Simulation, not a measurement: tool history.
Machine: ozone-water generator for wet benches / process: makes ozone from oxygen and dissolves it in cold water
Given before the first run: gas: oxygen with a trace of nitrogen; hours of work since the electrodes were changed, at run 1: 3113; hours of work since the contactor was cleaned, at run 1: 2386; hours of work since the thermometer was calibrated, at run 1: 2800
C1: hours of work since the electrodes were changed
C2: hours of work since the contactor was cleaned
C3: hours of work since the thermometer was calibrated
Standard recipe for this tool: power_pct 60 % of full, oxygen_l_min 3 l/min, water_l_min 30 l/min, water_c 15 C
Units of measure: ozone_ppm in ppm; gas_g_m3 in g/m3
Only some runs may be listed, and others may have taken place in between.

run 1 hour=0 | power_pct=60 oxygen_l_min=3 water_l_min=30 water_c=15 | C1=3113 C2=2386 C3=2800 | ozone_ppm=10.8 gas_g_m3=229.5
run 2 hour=170.2 | power_pct=60 oxygen_l_min=3 water_l_min=30 water_c=15 | C1=3236 C2=2509 C3=2923 | ozone_ppm=10.9 gas_g_m3=228.5
-- hour=274.3 water thermometer calibrated
run 3 hour=354.2 | power_pct=60 oxygen_l_min=3 water_l_min=30 water_c=15 | C1=3369 C2=2642 C3=58 | ozone_ppm=10.7 gas_g_m3=228.3
run 4 hour=578.8 | power_pct=60 oxygen_l_min=3 water_l_min=30 water_c=15 | C1=3531 C2=2804 C3=220 | ozone_ppm=10.7 gas_g_m3=229.7
run 5 hour=773.7 | power_pct=60 oxygen_l_min=3 water_l_min=30 water_c=15 | C1=3672 C2=2945 C3=361 | ozone_ppm=10.7 gas_g_m3=228
run 6 hour=903.7 | power_pct=60 oxygen_l_min=3 water_l_min=18 water_c=15 | C1=3766 C2=3039 C3=455 | ozone_ppm=19.4 gas_g_m3=227.8
run 7 hour=1035.6 | power_pct=60 oxygen_l_min=3 water_l_min=30 water_c=15 | C1=3862 C2=3134 C3=551 | ozone_ppm=10.7 gas_g_m3=227.2
run 8 hour=1266.4 | power_pct=83 oxygen_l_min=3 water_l_min=30 water_c=15 | C1=4029 C2=3301 C3=717 | ozone_ppm=14.3 gas_g_m3=302.5
run 9 hour=1474.5 | power_pct=83 oxygen_l_min=3 water_l_min=30 water_c=15 | C1=4179 C2=3452 C3=868 | ozone_ppm=14.2 gas_g_m3=303.5
run 10 hour=1641.6 | power_pct=83 oxygen_l_min=3 water_l_min=40 water_c=15 | C1=4300 C2=3572 C3=989 | ozone_ppm=10 gas_g_m3=304
run 11 hour=1811.4 | power_pct=83 oxygen_l_min=3 water_l_min=40 water_c=15 | C1=4423 C2=3695 C3=1111 | ozone_ppm=9.9 gas_g_m3=299.9
run 12 hour=2035.2 | power_pct=83 oxygen_l_min=3 water_l_min=40 water_c=15 | C1=4584 C2=3857 C3=1273 | ozone_ppm=9.6 gas_g_m3=301.8
run 13 hour=2133.5 | power_pct=83 oxygen_l_min=3 water_l_min=40 water_c=15 | C1=4656 C2=3928 C3=1344 | ozone_ppm=10 gas_g_m3=302.6
run 14 hour=2363.1 | power_pct=91 oxygen_l_min=3 water_l_min=30 water_c=15 | C1=4822 C2=4094 C3=1510 | ozone_ppm=15.6 gas_g_m3=328.1
run 15 hour=2579.6 | power_pct=60 oxygen_l_min=3 water_l_min=30 water_c=15 | C1=4978 C2=4251 C3=1667 | ozone_ppm=10.7 gas_g_m3=225.3
run 16 hour=2785.9 | power_pct=60 oxygen_l_min=3 water_l_min=30 water_c=19 | C1=5127 C2=4400 C3=1816 | ozone_ppm=10.5 gas_g_m3=229.3
run 17 hour=2986.2 | power_pct=59 oxygen_l_min=2.95 water_l_min=30 water_c=15 | C1=5272 C2=4545 C3=1961 | ozone_ppm=10.6 gas_g_m3=227.2
run 18 hour=3114.5 | power_pct=60 oxygen_l_min=5.38 water_l_min=30 water_c=8 | C1=5365 C2=4637 C3=2054 | ozone_ppm=12.3 gas_g_m3=160.1
run 19 hour=3301.5 | power_pct=60 oxygen_l_min=5.38 water_l_min=22 water_c=13 | C1=5500 C2=4773 C3=2189 | ozone_ppm=16.3 gas_g_m3=158.5
-- hour=3421 contactor cleaned
run 20 hour=3474.8 | power_pct=60 oxygen_l_min=5.38 water_l_min=22 water_c=13 | C1=5623 C2=39 C3=2311 | ozone_ppm=16.4 gas_g_m3=159
run 21 hour=3678.7 | power_pct=99 oxygen_l_min=3 water_l_min=30 water_c=15 | C1=5770 C2=186 C3=2459 | ozone_ppm=16.8 gas_g_m3=351.3
run 22 hour=3830.2 | power_pct=72 oxygen_l_min=3 water_l_min=29 water_c=15 | C1=5880 C2=296 C3=2568 | ozone_ppm=13.2 gas_g_m3=269.5
run 23 hour=4007.1 | power_pct=60 oxygen_l_min=2.1 water_l_min=30 water_c=13 | C1=6007 C2=424 C3=2696 | ozone_ppm=10.2 gas_g_m3=284.8
run 24 hour=4170.5 | power_pct=60 oxygen_l_min=2.46 water_l_min=30 water_c=12 | C1=6126 C2=542 C3=2814 | ozone_ppm=10.6 gas_g_m3=257.9
run 25 hour=4359.6 | power_pct=79 oxygen_l_min=1.85 water_l_min=27 water_c=22 | C1=6262 C2=679 C3=2951 | ozone_ppm=13.9 gas_g_m3=390.8
-- hour=4422 water thermometer calibrated
run 26 hour=4518.1 | power_pct=79 oxygen_l_min=1.85 water_l_min=46 water_c=22 | C1=6376 C2=793 C3=69 | ozone_ppm=6.6 gas_g_m3=386.4
run 27 hour=4748.7 | power_pct=79 oxygen_l_min=1.85 water_l_min=46 water_c=22 | C1=6543 C2=960 C3=236 | ozone_ppm=6.7 gas_g_m3=389.9
run 28 hour=4940.8 | power_pct=79 oxygen_l_min=1.85 water_l_min=46 water_c=22 | C1=6682 C2=1099 C3=375 | ozone_ppm=6.7 gas_g_m3=387.4
run 29 hour=5094.7 | power_pct=79 oxygen_l_min=1.85 water_l_min=46 water_c=22 | C1=6793 C2=1210 C3=486 | ozone_ppm=6.6 gas_g_m3=391.4
run 30 hour=5287 | power_pct=60 oxygen_l_min=4.22 water_l_min=30 water_c=21 | C1=6933 C2=1349 C3=625 | ozone_ppm=10.8 gas_g_m3=185.9
run 31 hour=5445.9 | power_pct=60 oxygen_l_min=1.92 water_l_min=19 water_c=14 | C1=7047 C2=1464 C3=740 | ozone_ppm=17.5 gas_g_m3=299.3
run 32 hour=5557.9 | power_pct=60 oxygen_l_min=2.82 water_l_min=28 water_c=22 | C1=7128 C2=1545 C3=821 | ozone_ppm=10.8 gas_g_m3=235.8

Forecast each of these 5 alternatives for the next run:
run A hour=5675.8 | power_pct=60 oxygen_l_min=3.22 water_l_min=28 water_c=22 | C1=7214 C2=1630 C3=907 | ozone_ppm=? gas_g_m3=?
run B hour=5675.8 | power_pct=83 oxygen_l_min=3.39 water_l_min=30 water_c=14 | C1=7214 C2=1630 C3=907 | ozone_ppm=? gas_g_m3=?
run C hour=5675.8 | power_pct=60 oxygen_l_min=3.43 water_l_min=27 water_c=15 | C1=7214 C2=1630 C3=907 | ozone_ppm=? gas_g_m3=?
run D hour=5675.8 | power_pct=76 oxygen_l_min=3 water_l_min=30 water_c=20 | C1=7214 C2=1630 C3=907 | ozone_ppm=? gas_g_m3=?
run E hour=5675.8 | power_pct=44 oxygen_l_min=2.82 water_l_min=42 water_c=10 | C1=7214 C2=1630 C3=907 | ozone_ppm=? gas_g_m3=?

run=A ozone_ppm=11.3 gas_g_m3=219.1
run=B ozone_ppm=14.7 gas_g_m3=278.2
run=C ozone_ppm=12.5 gas_g_m3=211.6
run=D ozone_ppm=13 gas_g_m3=283
run=E ozone_ppm=5.4 gas_g_m3=182.9
With the hidden condition removed and each run's random variation left untouched, the same runs would have given:
run=A ozone_ppm=11.3 gas_g_m3=219.4
run=B ozone_ppm=14.7 gas_g_m3=278.7
run=C ozone_ppm=12.5 gas_g_m3=211.9
run=D ozone_ppm=13.1 gas_g_m3=283.5
run=E ozone_ppm=5.4 gas_g_m3=183.1
